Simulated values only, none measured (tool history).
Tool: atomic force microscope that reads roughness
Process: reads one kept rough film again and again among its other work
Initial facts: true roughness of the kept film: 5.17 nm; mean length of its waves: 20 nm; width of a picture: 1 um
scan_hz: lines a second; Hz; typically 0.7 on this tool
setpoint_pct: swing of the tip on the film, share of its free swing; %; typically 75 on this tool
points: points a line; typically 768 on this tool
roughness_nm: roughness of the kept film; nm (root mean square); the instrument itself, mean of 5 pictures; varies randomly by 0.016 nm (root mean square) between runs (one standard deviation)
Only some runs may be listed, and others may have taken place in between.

run 1 hour=0 | scan_hz=0.7 setpoint_pct=75 points=768 | roughness_nm=4.027
run 2 hour=30.7 | scan_hz=0.7 setpoint_pct=75 points=858 | roughness_nm=3.633
run 3 hour=60.8 | scan_hz=0.7 setpoint_pct=75 points=858 | roughness_nm=3.289
run 4 hour=116.6 | scan_hz=0.7 setpoint_pct=75 points=858 | roughness_nm=2.837
run 5 hour=151.8 | scan_hz=0.7 setpoint_pct=75 points=858 | roughness_nm=2.604
run 6 hour=182.7 | scan_hz=0.7 setpoint_pct=59 points=768 | roughness_nm=2.468
-- hour=186.2 new tip fitted
run 7 hour=239 | scan_hz=0.7 setpoint_pct=75 points=768 | roughness_nm=3.339
run 8 hour=274.4 | scan_hz=0.7 setpoint_pct=75 points=768 | roughness_nm=3.049
run 9 hour=298.8 | scan_hz=0.7 setpoint_pct=75 points=768 | roughness_nm=2.85
run 10 hour=342.8 | scan_hz=0.7 setpoint_pct=75 points=768 | roughness_nm=2.549
-- hour=371.4 new tip fitted
run 11 hour=386.4 | scan_hz=0.7 setpoint_pct=75 points=768 | roughness_nm=3.812
run 12 hour=430 | scan_hz=0.7 setpoint_pct=75 points=768 | roughness_nm=3.364
run 13 hour=458.9 | scan_hz=1.861 setpoint_pct=75 points=768 | roughness_nm=2.907
run 14 hour=518.9 | scan_hz=1.861 setpoint_pct=75 points=768 | roughness_nm=2.525
-- hour=555.9 new tip fitted
run 15 hour=572.7 | scan_hz=1.861 setpoint_pct=75 points=768 | roughness_nm=3.492
run 16 hour=617 | scan_hz=1.861 setpoint_pct=75 points=768 | roughness_nm=3.025
run 17 hour=675.9 | scan_hz=1.424 setpoint_pct=70 points=342 | roughness_nm=2.633
run 18 hour=710.9 | scan_hz=1.578 setpoint_pct=75 points=334 | roughness_nm=2.375
-- hour=743.7 new tip fitted
run 19 hour=762 | scan_hz=1.09 setpoint_pct=75 points=295 | roughness_nm=3.555
run 20 hour=788.2 | scan_hz=0.524 setpoint_pct=70 points=525 | roughness_nm=3.405
run 21 hour=828.7 | scan_hz=0.524 setpoint_pct=70 points=525 | roughness_nm=3.031
run 22 hour=874.5 | scan_hz=0.7 setpoint_pct=75 points=911 | roughness_nm=2.661
run 23 hour=906.4 | scan_hz=0.927 setpoint_pct=87 points=893 | roughness_nm=2.386
-- hour=929.4 new tip fitted
run 24 hour=951.3 | scan_hz=0.927 setpoint_pct=87 points=893 | roughness_nm=3.562
run 25 hour=995.9 | scan_hz=0.927 setpoint_pct=87 points=893 | roughness_nm=3.083
run 26 hour=1026.5 | scan_hz=1.393 setpoint_pct=61 points=694 | roughness_nm=2.987
run 27 hour=1065.4 | scan_hz=1.393 setpoint_pct=61 points=694 | roughness_nm=2.683

Some steps in roughness_nm, run to run, broken into two amounts with sign: the step expected even without the hidden condition (settings, incoming material, random variation), and the rest, left for the hidden condition together with whatever gauge scatter is not in both the measured and the hidden-condition-free result:
Hidden conditions of the tool in this case: radius of the tip, nm; height scale over the true one, %; drift of the gauge itself on roughness_nm, %.
Run 10 -> 11: new tip fitted. roughness_nm +1.263 nm (root mean square): hidden state +1.235, all else +0.028.
Run 18 -> 19: scan_hz 1.578 -> 1.09, points 334 -> 295, new tip fitted. roughness_nm +1.18 nm (root mean square): hidden state +1.088, all else +0.092.
Run 23 -> 24: new tip fitted. roughness_nm +1.176 nm (root mean square): hidden state +1.176, all else +0.
